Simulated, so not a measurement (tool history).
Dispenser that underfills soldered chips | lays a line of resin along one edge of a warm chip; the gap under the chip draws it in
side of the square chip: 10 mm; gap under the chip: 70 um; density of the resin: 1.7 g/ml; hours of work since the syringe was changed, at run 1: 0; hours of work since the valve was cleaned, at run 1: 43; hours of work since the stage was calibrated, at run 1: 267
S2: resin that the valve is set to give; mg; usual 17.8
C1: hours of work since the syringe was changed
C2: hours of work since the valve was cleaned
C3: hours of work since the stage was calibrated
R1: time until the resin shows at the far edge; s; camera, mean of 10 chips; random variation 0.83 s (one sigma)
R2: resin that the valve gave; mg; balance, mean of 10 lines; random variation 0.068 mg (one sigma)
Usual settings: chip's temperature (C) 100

{"run": 1, "hour": 0.0, "chip's temperature (C)": 100, "S2": 17.8, "C1": 0, "C2": 43, "C3": 267, "R1": 74.1, "R2": 17.6}
{"run": 2, "hour": 7.0, "chip's temperature (C)": 96, "S2": 17.8, "C1": 5, "C2": 48, "C3": 272, "R1": 115.6, "R2": 17.55}
{"run": 3, "hour": 12.6, "chip's temperature (C)": 96, "S2": 17.8, "C1": 9, "C2": 52, "C3": 276, "R1": 145.9, "R2": 17.6}
{"hour": 17.0, "done": "new syringe of resin"}
{"run": 4, "hour": 20.4, "chip's temperature (C)": 96, "S2": 17.8, "C1": 2, "C2": 57, "C3": 282, "R1": 101.4, "R2": 17.43}
{"run": 5, "hour": 28.7, "chip's temperature (C)": 96, "S2": 17.8, "C1": 8, "C2": 63, "C3": 287, "R1": 146.7, "R2": 17.45}
{"run": 6, "hour": 33.4, "chip's temperature (C)": 96, "S2": 17.8, "C1": 12, "C2": 66, "C3": 291, "R1": 178.2, "R2": 17.5}
{"hour": 34.2, "done": "new syringe of resin"}
{"run": 7, "hour": 44.0, "chip's temperature (C)": 96, "S2": 17.8, "C1": 7, "C2": 74, "C3": 298, "R1": 126.6, "R2": 17.35}
{"hour": 51.3, "done": "new syringe of resin"}
{"run": 8, "hour": 53.3, "chip's temperature (C)": 96, "S2": 17.8, "C1": 1, "C2": 80, "C3": 304, "R1": 90.2, "R2": 17.42}
{"run": 9, "hour": 58.6, "chip's temperature (C)": 100, "S2": 17.8, "C1": 5, "C2": 84, "C3": 308, "R1": 100.5, "R2": 17.3}
{"run": 10, "hour": 65.4, "chip's temperature (C)": 100, "S2": 17.8, "C1": 10, "C2": 88, "C3": 313, "R1": 137.6, "R2": 17.27}
{"hour": 68.3, "done": "new syringe of resin"}
{"run": 11, "hour": 71.6, "chip's temperature (C)": 100, "S2": 17.8, "C1": 2, "C2": 93, "C3": 317, "R1": 83.8, "R2": 17.2}
{"run": 12, "hour": 78.5, "chip's temperature (C)": 94, "S2": 17.8, "C1": 7, "C2": 98, "C3": 322, "R1": 139.6, "R2": 17.19}
{"run": 13, "hour": 83.3, "chip's temperature (C)": 94, "S2": 17.8, "C1": 11, "C2": 101, "C3": 325, "R1": 176.7, "R2": 17.17}
{"hour": 85.7, "done": "new syringe of resin"}
{"run": 14, "hour": 90.6, "chip's temperature (C)": 94, "S2": 17.8, "C1": 3, "C2": 106, "C3": 330, "R1": 113.1, "R2": 17.16}
{"run": 15, "hour": 100.4, "chip's temperature (C)": 94, "S2": 17.8, "C1": 10, "C2": 113, "C3": 337, "R1": 175.9, "R2": 17.05}
{"hour": 103.2, "done": "new syringe of resin"}
{"run": 16, "hour": 107.9, "chip's temperature (C)": 92, "S2": 15.2, "C1": 3, "C2": 118, "C3": 342, "R1": 127.2, "R2": 14.59}
{"run": 17, "hour": 113.1, "chip's temperature (C)": 100, "S2": 19.6, "C1": 7, "C2": 122, "C3": 346, "R1": 114.4, "R2": 18.71}
{"run": 18, "hour": 119.6, "chip's temperature (C)": 100, "S2": 17, "C1": 12, "C2": 126, "C3": 351, "R1": 151.8, "R2": 16.3}
{"hour": 120.3, "done": "new syringe of resin"}
{"run": 19, "hour": 126.8, "chip's temperature (C)": 106, "S2": 20.4, "C1": 5, "C2": 131, "C3": 356, "R1": 78, "R2": 19.42}
{"run": 20, "hour": 136.3, "chip's temperature (C)": 88, "S2": 20.5, "C1": 11, "C2": 138, "C3": 362, "R1": 217.9, "R2": 19.57}
{"hour": 137.4, "done": "new syringe of resin"}
{"hour": 140.3, "done": "dispensing valve cleaned and set on the balance"}
{"run": 21, "hour": 147.6, "chip's temperature (C)": 88, "S2": 20.5, "C1": 7, "C2": 5, "C3": 369, "R1": 164.8, "R2": 20.5}
{"hour": 155.6, "done": "new syringe of resin"}
{"run": 22, "hour": 156.2, "chip's temperature (C)": 96, "S2": 17.8, "C1": 0, "C2": 11, "C3": 375, "R1": 86.7, "R2": 17.7}
{"run": 23, "hour": 162.1, "chip's temperature (C)": 96, "S2": 17.8, "C1": 5, "C2": 15, "C3": 379, "R1": 112.1, "R2": 17.66}
{"run": 24, "hour": 167.7, "chip's temperature (C)": 109, "S2": 19.5, "C1": 9, "C2": 19, "C3": 383, "R1": 88.9, "R2": 19.32}
{"hour": 173.3, "done": "new syringe of resin"}
{"run": 25, "hour": 174.1, "chip's temperature (C)": 114, "S2": 18, "C1": 1, "C2": 24, "C3": 388, "R1": 47.2, "R2": 17.82}
{"run": 26, "hour": 184.2, "chip's temperature (C)": 114, "S2": 18, "C1": 8, "C2": 31, "C3": 395, "R1": 73.4, "R2": 17.86}
{"hour": 190.4, "done": "new syringe of resin"}
{"run": 27, "hour": 193.1, "chip's temperature (C)": 114, "S2": 18, "C1": 2, "C2": 37, "C3": 401, "R1": 51.3, "R2": 17.68}
{"run": 28, "hour": 197.3, "chip's temperature (C)": 103, "S2": 16.8, "C1": 5, "C2": 40, "C3": 404, "R1": 90.9, "R2": 16.62}
{"run": 29, "hour": 205.5, "chip's temperature (C)": 103, "S2": 16.8, "C1": 11, "C2": 45, "C3": 410, "R1": 130, "R2": 16.52}

3 ways to go on from here, each from the tool as it stands after run 29. What would each give?
{"hour": 207.9, "done": "new syringe of resin"}
{"run": "A", "hour": 210.5, "chip's temperature (C)": 111, "S2": 16.8, "C1": 2, "C2": 49, "C3": 413, "R1": "?", "R2": "?"}
{"hour": 207.9, "done": "new syringe of resin"}
{"run": "B", "hour": 210.5, "chip's temperature (C)": 89, "S2": 15.5, "C1": 2, "C2": 49, "C3": 413, "R1": "?", "R2": "?"}
{"hour": 207.9, "done": "new syringe of resin"}
{"run": "C", "hour": 210.5, "chip's temperature (C)": 112, "S2": 21.9, "C1": 2, "C2": 49, "C3": 413, "R1": "?", "R2": "?"}

run=A R1=57.9 R2=16.54
run=B R1=125.8 R2=15.28
run=C R1=53.5 R2=21.51
Without the tool's hidden state the same runs would have given:
run=A R1=53.9 R2=16.82
run=B R1=117.8 R2=15.54
run=C R1=49.9 R2=21.87
